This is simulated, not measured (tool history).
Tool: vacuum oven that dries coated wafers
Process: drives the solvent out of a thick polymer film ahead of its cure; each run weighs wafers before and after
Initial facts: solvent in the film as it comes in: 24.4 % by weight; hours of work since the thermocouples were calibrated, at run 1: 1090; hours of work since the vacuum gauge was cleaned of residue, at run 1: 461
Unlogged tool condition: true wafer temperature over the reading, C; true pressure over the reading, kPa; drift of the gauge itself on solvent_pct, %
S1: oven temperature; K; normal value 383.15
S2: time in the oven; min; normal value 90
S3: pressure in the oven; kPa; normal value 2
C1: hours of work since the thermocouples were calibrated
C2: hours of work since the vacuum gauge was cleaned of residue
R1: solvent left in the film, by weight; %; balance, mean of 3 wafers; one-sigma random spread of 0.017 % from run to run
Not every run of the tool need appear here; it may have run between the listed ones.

run 1 hour=0 | S1=383.15 S2=90 S3=2 | C1=1090 C2=461 | R1=3.32
run 2 hour=37.2 | S1=383.15 S2=90 S3=2 | C1=1113 C2=484 | R1=3.32
run 3 hour=68.5 | S1=383.15 S2=90 S3=2 | C1=1132 C2=503 | R1=3.31
run 4 hour=107.7 | S1=383.15 S2=90 S3=2 | C1=1156 C2=527 | R1=3.3
run 5 hour=126 | S1=383.15 S2=90 S3=1.05 | C1=1167 C2=538 | R1=2.81
-- hour=134.9 oven's thermocouples calibrated
run 6 hour=148.1 | S1=383.15 S2=90 S3=4.02 | C1=8 C2=550 | R1=4.4
run 7 hour=182.6 | S1=383.15 S2=149 S3=2 | C1=29 C2=571 | R1=1.7
run 8 hour=208.7 | S1=383.15 S2=149 S3=2 | C1=45 C2=587 | R1=1.72
run 9 hour=239.2 | S1=383.15 S2=70 S3=2 | C1=64 C2=606 | R1=4.62
run 10 hour=262.1 | S1=383.15 S2=70 S3=2 | C1=78 C2=620 | R1=4.67
run 11 hour=288.8 | S1=383.15 S2=70 S3=2 | C1=94 C2=636 | R1=4.67
run 12 hour=328 | S1=383.15 S2=90 S3=6.72 | C1=118 C2=660 | R1=5.81
run 13 hour=367 | S1=383.15 S2=90 S3=6.72 | C1=142 C2=684 | R1=5.86
run 14 hour=394.8 | S1=383.15 S2=90 S3=3.75 | C1=158 C2=701 | R1=4.27
run 15 hour=418.9 | S1=383.15 S2=90 S3=3.75 | C1=173 C2=715 | R1=4.24
run 16 hour=445.6 | S1=383.15 S2=90 S3=3.75 | C1=189 C2=732 | R1=4.25
run 17 hour=467.7 | S1=369.15 S2=90 S3=2 | C1=203 C2=745 | R1=9.35
run 18 hour=494.6 | S1=369.15 S2=90 S3=2 | C1=219 C2=762 | R1=9.3
run 19 hour=522.9 | S1=369.15 S2=90 S3=2 | C1=237 C2=779 | R1=9.31
run 20 hour=566.4 | S1=382.15 S2=115 S3=2 | C1=263 C2=805 | R1=2.6
run 21 hour=591.4 | S1=382.15 S2=115 S3=2 | C1=278 C2=821 | R1=2.62
run 22 hour=635 | S1=382.15 S2=115 S3=2 | C1=305 C2=847 | R1=2.58
run 23 hour=655.8 | S1=370.15 S2=64 S3=5.82 | C1=318 C2=860 | R1=13.18
run 24 hour=691.4 | S1=370.15 S2=64 S3=5.82 | C1=339 C2=881 | R1=13.15
run 25 hour=713.3 | S1=379.15 S2=90 S3=2 | C1=353 C2=895 | R1=4.75
run 26 hour=732.8 | S1=394.15 S2=56 S3=2 | C1=365 C2=907 | R1=2.28
run 27 hour=752.7 | S1=394.15 S2=56 S3=2 | C1=377 C2=919 | R1=2.27
run 28 hour=780.9 | S1=370.15 S2=56 S3=6.7 | C1=394 C2=936 | R1=14.36
run 29 hour=818 | S1=383.15 S2=56 S3=1.7 | C1=417 C2=959 | R1=5.91
run 30 hour=857 | S1=383.15 S2=90 S3=5.94 | C1=440 C2=982 | R1=5.41
run 31 hour=898.9 | S1=383.15 S2=108 S3=3.97 | C1=466 C2=1008 | R1=3.65
run 32 hour=925.1 | S1=383.15 S2=67 S3=1.47 | C1=482 C2=1024 | R1=4.69
run 33 hour=950.4 | S1=372.15 S2=74 S3=1.47 | C1=497 C2=1039 | R1=8.97
run 34 hour=973.6 | S1=372.15 S2=74 S3=2.62 | C1=511 C2=1054 | R1=9.54
run 35 hour=995.2 | S1=372.15 S2=74 S3=2.62 | C1=525 C2=1067 | R1=9.59
run 36 hour=1029.6 | S1=372.15 S2=74 S3=2.62 | C1=546 C2=1088 | R1=9.53

Predict each of these 4 candidate next runs independently; none follows another, all start after run 36:
run A hour=1055 | S1=375.15 S2=72 S3=1.01 | C1=561 C2=1103 | R1=?
run B hour=1055 | S1=386.15 S2=124 S3=2.62 | C1=561 C2=1103 | R1=?
run C hour=1055 | S1=387.15 S2=90 S3=2 | C1=561 C2=1103 | R1=?
run D hour=1055 | S1=392.15 S2=65 S3=6.43 | C1=561 C2=1103 | R1=?

run=A R1=7.45
run=B R1=1.9
run=C R1=2.21
run=D R1=4.02
Had the tool no hidden state, the same runs would have come out as:
run=A R1=7.45
run=B R1=1.9
run=C R1=2.21
run=D R1=4.03

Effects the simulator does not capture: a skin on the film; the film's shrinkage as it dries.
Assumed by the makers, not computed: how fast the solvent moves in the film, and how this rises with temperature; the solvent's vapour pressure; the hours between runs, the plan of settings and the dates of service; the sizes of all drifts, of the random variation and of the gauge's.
